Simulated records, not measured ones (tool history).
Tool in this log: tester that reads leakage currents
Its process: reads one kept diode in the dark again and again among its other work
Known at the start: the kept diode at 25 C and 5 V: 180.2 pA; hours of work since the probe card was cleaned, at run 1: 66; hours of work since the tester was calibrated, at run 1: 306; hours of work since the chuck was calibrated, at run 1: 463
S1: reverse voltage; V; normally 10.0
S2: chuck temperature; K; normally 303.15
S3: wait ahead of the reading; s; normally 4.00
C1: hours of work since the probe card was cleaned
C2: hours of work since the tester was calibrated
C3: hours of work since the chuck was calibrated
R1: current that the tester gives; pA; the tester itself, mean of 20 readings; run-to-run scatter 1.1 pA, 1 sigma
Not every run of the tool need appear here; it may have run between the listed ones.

Run 1, hour 0.0: usual settings; C1 66; C2 306; C3 463. Result: R1 350.74 pA.
Run 2, hour 38.3: usual settings; C1 86; C2 327; C3 483. Result: R1 351.69 pA.
Run 3, hour 74.7: usual settings; C1 106; C2 346; C3 502. Result: R1 352.71 pA.
Run 4, hour 131.0: usual settings; C1 135; C2 376; C3 532. Result: R1 351.78 pA.
At hour 153.1: chuck's temperature calibrated.
Run 5, hour 170.4: usual settings; C1 155; C2 396; C3 9. Result: R1 349.23 pA.
Run 6, hour 207.8: usual settings; C1 175; C2 415; C3 29. Result: R1 352.12 pA.
Run 7, hour 240.4: usual settings; C1 192; C2 433; C3 46. Result: R1 349.40 pA.
Run 8, hour 292.7: usual settings; C1 220; C2 460; C3 74. Result: R1 350.20 pA.
Run 9, hour 339.4: usual settings; C1 244; C2 485; C3 99. Result: R1 350.07 pA.
Run 10, hour 364.0: usual settings but S1 7.1 V; C1 258; C2 498; C3 112. Result: R1 307.12 pA.
Run 11, hour 402.8: usual settings but S1 4.4 V, S2 298.15 K, S3 0.44 s; C1 278; C2 518; C3 132. Result: R1 172.74 pA.
Run 12, hour 433.7: usual settings but S1 4.7 V; C1 294; C2 535; C3 148. Result: R1 264.13 pA.
Run 13, hour 476.6: usual settings but S2 298.15 K; C1 317; C2 557; C3 171. Result: R1 234.85 pA.
Run 14, hour 511.5: usual settings but S2 298.15 K; C1 336; C2 576; C3 190. Result: R1 235.75 pA.
Run 15, hour 548.8: usual settings but S2 298.15 K; C1 355; C2 596; C3 209. Result: R1 236.08 pA.
Run 16, hour 589.5: usual settings but S3 2.18 s; C1 377; C2 617; C3 231. Result: R1 349.54 pA.
Run 17, hour 614.9: usual settings but S1 2.2 V, S2 305.15 K, S3 1.23 s; C1 390; C2 631; C3 244. Result: R1 231.98 pA.

Estimate the outcome of run 18 from the log above:
Run 18, hour 655.2: usual settings but S1 2.2 V, S2 305.15 K, S3 1.23 s; C1 412; C2 652; C3 266. Result: R1 ?.

R1: 232.04 pA
The same run, on a tool lacking any hidden state, would have yielded R1 231.98 pA.
